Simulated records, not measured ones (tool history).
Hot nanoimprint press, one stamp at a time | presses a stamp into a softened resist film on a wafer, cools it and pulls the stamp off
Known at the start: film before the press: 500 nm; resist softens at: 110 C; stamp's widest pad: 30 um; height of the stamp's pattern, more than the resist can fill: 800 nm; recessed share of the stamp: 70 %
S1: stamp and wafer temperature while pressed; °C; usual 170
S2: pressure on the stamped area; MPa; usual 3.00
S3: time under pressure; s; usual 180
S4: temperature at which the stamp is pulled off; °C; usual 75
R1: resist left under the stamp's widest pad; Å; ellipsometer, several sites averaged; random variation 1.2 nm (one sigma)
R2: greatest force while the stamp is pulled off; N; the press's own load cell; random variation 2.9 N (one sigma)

run,hour,S1,S2,S3,S4,R1,R2
1,0.0,170,3.00,180,75,1994,169
2,26.9,170,3.00,180,75,1996,180
3,66.3,170,3.00,180,63,2040,229
4,115.9,170,3.62,180,75,1915,206
5,136.3,170,3.62,180,75,1902,211
6,168.9,170,3.62,180,75,1902,216
7,194.2,170,2.62,180,75,2211,226
8,223.9,170,4.65,180,75,1515,215
9,257.5,163,4.65,180,75,2201,219
10,306.5,163,2.99,135,75,2899,240
11,350.8,170,2.17,180,75,2157,131
12,371.1,170,2.40,135,75,2334,137
13,407.2,172,3.00,180,75,1720,150

Taken out of this log: 3 entries between the listed runs. Where each belongs, and how the hidden state differs across it:
Between runs 2 and 3: plate thermocouple calibrated (hour 32.4)
  true temperature over the reading, C: -1.56 -> -2.07; pressure that arrives at the usual setting, %: 95.99 -> 95.88; grip of the stamp's worn release coat, % over a new coat's: 30 -> 35.4
  measured less the result without the state, R1: +185 -> +238 Å; R2: +46 -> +66 N
Between runs 7 and 8: plate thermocouple calibrated, once more (hour 222.3)
  true temperature over the reading, C: -2.35 -> -0.01; pressure that arrives at the usual setting, %: 95.5 -> 95.42; grip of the stamp's worn release coat, % over a new coat's: 55.2 -> 59.6
  measured less the result without the state, R1: +276 -> +57 Å; R2: +87 -> +80 N
Between runs 10 and 11: stamp cleaned and given a new release coat (hour 342.4)
  true temperature over the reading, C: -0.17 -> -0.25; pressure that arrives at the usual setting, %: 95.16 -> 95.05; grip of the stamp's worn release coat, % over a new coat's: 73.2 -> 1.1
  measured less the result without the state, R1: +76 -> +61 Å; R2: +101 -> +2 N
